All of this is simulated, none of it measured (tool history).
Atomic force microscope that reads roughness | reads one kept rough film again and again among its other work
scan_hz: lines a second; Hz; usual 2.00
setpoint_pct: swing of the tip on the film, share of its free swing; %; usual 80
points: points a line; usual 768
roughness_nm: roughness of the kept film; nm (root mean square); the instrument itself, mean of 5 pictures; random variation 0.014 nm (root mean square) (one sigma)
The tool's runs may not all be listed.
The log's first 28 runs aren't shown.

run	hour	scan_hz	setpoint_pct	points	pictures with this tip	hours of work since the height scale was calibrated	roughness_nm
29	224.4	0.82	72	327	103	209	2.770
30	235.1	0.82	72	327	124	216	2.631
# hour 240.0: new tip fitted
31	241.0	2.00	80	975	1	220	3.314
32	249.5	2.00	80	975	18	226	3.142
33	255.0	0.57	56	532	29	230	3.520
34	263.7	0.76	78	662	46	236	3.180
35	270.5	0.76	78	662	59	241	3.088
36	280.3	0.76	78	662	78	248	2.922
37	286.6	0.76	78	662	90	253	2.863
38	292.2	3.76	81	968	101	257	2.182
39	302.6	3.76	81	968	121	264	2.081
# hour 308.7: new tip fitted
40	313.7	1.19	78	768	10	272	3.436
41	318.5	2.00	57	298	19	275	3.449
42	326.5	2.00	57	298	35	281	3.313
43	335.7	0.60	60	410	53	288	3.271
44	342.6	0.95	80	265	66	293	2.902
45	350.7	3.90	81	265	82	298	2.211
46	361.1	3.94	60	486	102	306	2.654
47	370.8	3.94	60	486	121	313	2.529

4 ways to go on from here, each from the tool as it stands after run 47. What would each give?
# hour 377.0: new tip fitted
A	377.0	2.00	90	768	0	317	?
# hour 377.0: new tip fitted
B	377.0	0.57	72	393	0	317	?
# hour 377.0: new tip fitted
C	377.0	2.93	80	275	0	317	?
# hour 377.0: new tip fitted
D	377.0	3.94	74	418	0	317	?

run	roughness_nm
A	3.044
B	3.765
C	3.028
D	3.084
Without the tool's hidden state the same runs would have given:
run	roughness_nm
A	3.056
B	3.779
C	3.039
D	3.095

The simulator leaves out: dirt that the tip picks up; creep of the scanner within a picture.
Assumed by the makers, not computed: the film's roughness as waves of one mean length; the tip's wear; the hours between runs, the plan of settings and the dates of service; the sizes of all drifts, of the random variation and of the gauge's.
